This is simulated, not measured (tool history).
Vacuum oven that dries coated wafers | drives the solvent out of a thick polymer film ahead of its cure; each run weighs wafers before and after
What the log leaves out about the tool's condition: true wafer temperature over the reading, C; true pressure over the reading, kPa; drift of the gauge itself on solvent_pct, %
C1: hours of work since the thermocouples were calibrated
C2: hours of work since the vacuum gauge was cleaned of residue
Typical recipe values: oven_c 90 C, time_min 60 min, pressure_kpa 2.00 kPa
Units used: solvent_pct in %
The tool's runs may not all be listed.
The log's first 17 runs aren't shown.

{"run": 18, "hour": 1286.2, "oven_c": 90, "time_min": 60, "pressure_kpa": 2.0, "C1": 797, "C2": 1350, "solvent_pct": 1.61}
{"run": 19, "hour": 1389.7, "oven_c": 80, "time_min": 60, "pressure_kpa": 2.0, "C1": 843, "C2": 1397, "solvent_pct": 4.02}
{"run": 20, "hour": 1442.3, "oven_c": 80, "time_min": 60, "pressure_kpa": 2.0, "C1": 866, "C2": 1420, "solvent_pct": 4.06}
{"run": 21, "hour": 1548.5, "oven_c": 80, "time_min": 60, "pressure_kpa": 2.0, "C1": 914, "C2": 1468, "solvent_pct": 4.02}
{"run": 22, "hour": 1649.6, "oven_c": 90, "time_min": 60, "pressure_kpa": 6.69, "C1": 959, "C2": 1513, "solvent_pct": 3.37}
{"run": 23, "hour": 1709.3, "oven_c": 90, "time_min": 60, "pressure_kpa": 2.0, "C1": 986, "C2": 1540, "solvent_pct": 1.47}
{"run": 24, "hour": 1761.3, "oven_c": 90, "time_min": 49, "pressure_kpa": 2.0, "C1": 1009, "C2": 1563, "solvent_pct": 2.11}
{"run": 25, "hour": 1826.3, "oven_c": 90, "time_min": 49, "pressure_kpa": 2.0, "C1": 1038, "C2": 1592, "solvent_pct": 2.06}

Run 26 is up next; what results do you expect?
{"run": 26, "hour": 1895.5, "oven_c": 77, "time_min": 74, "pressure_kpa": 1.86, "C1": 1069, "C2": 1623, "solvent_pct": "?"}

{"run 26": {"solvent_pct": 3.9}}
Minus the tool's unlogged condition, the same run would have read solvent_pct 3.85 %.

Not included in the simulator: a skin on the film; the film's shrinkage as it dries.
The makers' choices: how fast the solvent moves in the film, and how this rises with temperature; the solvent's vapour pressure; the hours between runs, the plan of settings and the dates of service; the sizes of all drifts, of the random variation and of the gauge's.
